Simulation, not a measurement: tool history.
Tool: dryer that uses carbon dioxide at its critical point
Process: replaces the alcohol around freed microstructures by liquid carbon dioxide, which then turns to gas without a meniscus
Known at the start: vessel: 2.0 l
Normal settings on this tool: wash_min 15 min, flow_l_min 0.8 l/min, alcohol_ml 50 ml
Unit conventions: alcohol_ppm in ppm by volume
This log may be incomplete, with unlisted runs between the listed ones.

| run | hour | wash_min | flow_l_min | alcohol_ml | alcohol_ppm |
|---|---|---|---|---|---|
| 1 | 0 | 15 | 0.8 | 50 | 309 |
| 2 | 15.5 | 15 | 0.8 | 50 | 327 |
| 3 | 33.1 | 15 | 0.8 | 50 | 329 |
| 4 | 57.4 | 15 | 0.8 | 50 | 337 |
| 5 | 79 | 15 | 0.8 | 50 | 354 |
| 6 | 96.3 | 15 | 0.8 | 50 | 374 |
| 7 | 111.9 | 15 | 0.8 | 50 | 366 |

What will run 8 give?
| 8 | 137.8 | 15 | 0.67 | 32 | ? |

{"run 8": {"alcohol_ppm": 446}}
Had the tool carried no hidden state, the very same run would have given alcohol_ppm 172 ppm by volume.
